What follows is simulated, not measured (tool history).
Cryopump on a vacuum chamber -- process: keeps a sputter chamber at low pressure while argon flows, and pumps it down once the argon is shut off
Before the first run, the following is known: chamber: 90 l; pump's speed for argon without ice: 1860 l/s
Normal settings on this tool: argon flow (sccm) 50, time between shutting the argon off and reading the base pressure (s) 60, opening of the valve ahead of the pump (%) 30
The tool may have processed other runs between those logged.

run,day,argon flow (sccm),time between shutting the argon off and reading the base pressure (s),opening of the valve ahead of the pump (%),pressure while argon flows (Pa),pressure after the wait (uPa)
1,0.000,50,60,30,0.1577,1.94
2,1.062,50,127,30,0.1583,1.32
3,2.146,51,127,30,0.1620,1.36
4,2.979,90,60,30,0.2872,2.06
5,3.667,90,29,30,0.2842,3.43
6,4.217,90,29,30,0.2863,3.43
7,5.054,90,29,30,0.2892,3.33
8,5.842,22,29,30,0.0704,3.35
9,6.496,88,29,30,0.2808,3.40
10,7.458,88,29,30,0.2811,3.30
11,7.983,88,29,30,0.2818,3.42
12,9.117,53,60,30,0.1702,2.05
13,9.862,50,60,30,0.1599,2.11
14,10.904,50,60,30,0.1612,2.10
15,11.633,50,60,30,0.1620,2.08
16,12.371,25,60,30,0.0807,2.07
17,13.075,25,60,30,0.0813,2.13
18,14.071,25,60,30,0.0802,2.11
19,14.917,25,208,15,0.1558,1.33
20,15.508,87,208,15,0.5455,1.30
21,16.467,73,53,22,0.3155,2.36
22,17.696,30,53,23,0.1259,2.38
23,18.546,50,60,26,0.1859,2.24
24,19.662,50,60,26,0.1872,2.25
25,20.912,87,23,18,0.4590,4.26
26,21.896,87,23,18,0.4599,4.13
27,22.779,87,62,18,0.4622,2.25
28,23.442,73,60,30,0.2392,2.27
29,24.438,94,28,30,0.3110,3.62
30,25.508,24,136,45,0.0553,1.63
31,26.804,24,136,45,0.0547,1.63
32,27.954,24,136,45,0.0563,1.73
33,29.196,24,136,45,0.0560,1.70

Below, some changes in pressure while argon flows (Pa) between adjacent runs. For each, the amount present without the hidden state too (settings, incoming material, random variation) and the amount remaining for the hidden state with gauge scatter not shared by both compared results:
Hidden state at play: pump's speed, % of a pump's without ice; cold plate's temperature, K; leak into the chamber, uPa l/s; drift of the gauge itself on working_pa, %; drift of the gauge itself on base_upa, %.
Run 8 -> 9: argon flow (sccm) 22 -> 88. pressure while argon flows (Pa) +0.2104: hidden state +0.0109, all else +0.1995.
Run 19 -> 20: argon flow (sccm) 25 -> 87. pressure while argon flows (Pa) +0.3897: hidden state +0.0134, all else +0.3763.
Run 24 -> 25: argon flow (sccm) 50 -> 87, time between shutting the argon off and reading the base pressure (s) 60 -> 23, opening of the valve ahead of the pump (%) 26 -> 18. pressure while argon flows (Pa) +0.2718: hidden state +0.0093, all else +0.2625.
Run 29 -> 30: argon flow (sccm) 94 -> 24, time between shutting the argon off and reading the base pressure (s) 28 -> 136, opening of the valve ahead of the pump (%) 30 -> 45. pressure while argon flows (Pa) -0.2557: hidden state -0.0185, all else -0.2372.

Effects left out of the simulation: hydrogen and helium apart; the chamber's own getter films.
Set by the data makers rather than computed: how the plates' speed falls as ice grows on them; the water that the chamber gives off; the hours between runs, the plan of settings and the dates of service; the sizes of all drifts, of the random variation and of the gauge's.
